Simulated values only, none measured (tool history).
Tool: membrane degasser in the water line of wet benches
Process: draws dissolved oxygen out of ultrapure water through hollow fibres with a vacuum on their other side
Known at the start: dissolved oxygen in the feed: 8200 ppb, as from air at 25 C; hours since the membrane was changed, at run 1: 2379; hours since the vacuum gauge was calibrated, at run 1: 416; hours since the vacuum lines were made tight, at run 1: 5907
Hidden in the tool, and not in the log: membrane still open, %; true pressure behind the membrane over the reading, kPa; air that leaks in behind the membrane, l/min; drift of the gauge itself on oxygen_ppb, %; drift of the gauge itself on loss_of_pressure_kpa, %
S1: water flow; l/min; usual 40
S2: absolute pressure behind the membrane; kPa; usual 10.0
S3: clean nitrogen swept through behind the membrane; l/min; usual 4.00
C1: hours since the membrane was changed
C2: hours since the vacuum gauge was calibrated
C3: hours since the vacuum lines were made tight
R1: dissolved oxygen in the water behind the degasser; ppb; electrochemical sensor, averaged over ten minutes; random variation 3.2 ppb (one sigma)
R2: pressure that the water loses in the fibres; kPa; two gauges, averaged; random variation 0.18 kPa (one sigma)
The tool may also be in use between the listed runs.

run 1 hour=0.0 | S1=40 S2=10.0 S3=4.00 | C1=2379 C2=416 C3=5907 | R1=321.8 R2=32.52
run 2 hour=39.8 | S1=40 S2=10.0 S3=5.41 | C1=2419 C2=456 C3=5947 | R1=279.8 R2=32.85
run 3 hour=75.9 | S1=40 S2=20.2 S3=4.00 | C1=2455 C2=492 C3=5983 | R1=555.3 R2=32.84
run 4 hour=136.6 | S1=40 S2=10.0 S3=4.00 | C1=2516 C2=552 C3=6043 | R1=321.3 R2=32.26
run 5 hour=208.8 | S1=40 S2=10.0 S3=4.00 | C1=2588 C2=625 C3=6116 | R1=318.3 R2=32.73
run 6 hour=253.3 | S1=40 S2=10.0 S3=4.00 | C1=2633 C2=669 C3=6160 | R1=318.3 R2=32.59
run 7 hour=320.8 | S1=40 S2=10.0 S3=4.00 | C1=2700 C2=737 C3=6228 | R1=316.7 R2=32.50
run 8 hour=361.3 | S1=40 S2=10.0 S3=4.00 | C1=2741 C2=777 C3=6268 | R1=319.8 R2=32.71
run 9 hour=410.3 | S1=40 S2=10.0 S3=4.00 | C1=2790 C2=826 C3=6317 | R1=321.2 R2=32.85
run 10 hour=474.4 | S1=40 S2=10.0 S3=4.00 | C1=2854 C2=890 C3=6381 | R1=320.0 R2=32.57
run 11 hour=542.0 | S1=40 S2=10.0 S3=4.00 | C1=2921 C2=958 C3=6449 | R1=323.8 R2=32.81
run 12 hour=587.0 | S1=51 S2=14.6 S3=11.05 | C1=2966 C2=1003 C3=6494 | R1=347.7 R2=41.55
run 13 hour=629.8 | S1=27 S2=10.0 S3=4.00 | C1=3009 C2=1046 C3=6537 | R1=202.6 R2=21.81
run 14 hour=663.9 | S1=40 S2=10.0 S3=2.21 | C1=3043 C2=1080 C3=6571 | R1=429.6 R2=32.73
run 15 hour=723.3 | S1=27 S2=6.3 S3=4.00 | C1=3103 C2=1139 C3=6630 | R1=146.0 R2=22.02
run 16 hour=795.0 | S1=26 S2=24.9 S3=4.00 | C1=3174 C2=1211 C3=6702 | R1=406.9 R2=21.18
run 17 hour=831.0 | S1=51 S2=7.3 S3=4.00 | C1=3210 C2=1247 C3=6738 | R1=336.1 R2=41.66
run 18 hour=868.4 | S1=51 S2=7.3 S3=4.00 | C1=3248 C2=1284 C3=6775 | R1=338.9 R2=41.68
run 19 hour=912.9 | S1=39 S2=8.5 S3=9.29 | C1=3292 C2=1329 C3=6820 | R1=212.0 R2=32.24
run 20 hour=958.7 | S1=39 S2=8.5 S3=9.29 | C1=3338 C2=1375 C3=6866 | R1=215.8 R2=31.97
run 21 hour=1029.0 | S1=32 S2=15.9 S3=6.45 | C1=3408 C2=1445 C3=6936 | R1=269.4 R2=26.04

5 ways to go on from here, each from the tool as it stands after run 21. What would each give?
run A hour=1088.7 | S1=63 S2=17.5 S3=4.04 | C1=3468 C2=1505 C3=6996 | R1=? R2=?
run B hour=1088.7 | S1=43 S2=11.0 S3=4.00 | C1=3468 C2=1505 C3=6996 | R1=? R2=?
run C hour=1088.7 | S1=38 S2=10.1 S3=1.85 | C1=3468 C2=1505 C3=6996 | R1=? R2=?
run D hour=1088.7 | S1=56 S2=24.6 S3=1.90 | C1=3468 C2=1505 C3=6996 | R1=? R2=?
run E hour=1088.7 | S1=40 S2=9.5 S3=1.69 | C1=3468 C2=1505 C3=6996 | R1=? R2=?

run=A R1=740.5 R2=51.60
run=B R1=369.2 R2=34.70
run=C R1=458.3 R2=31.07
run=D R1=1369.3 R2=45.67
run=E R1=466.4 R2=32.29
Without the tool's hidden state the same runs would have given:
run=A R1=740.3 R2=51.59
run=B R1=369.0 R2=34.69
run=C R1=458.1 R2=31.06
run=D R1=1369.1 R2=45.66
run=E R1=466.2 R2=32.28
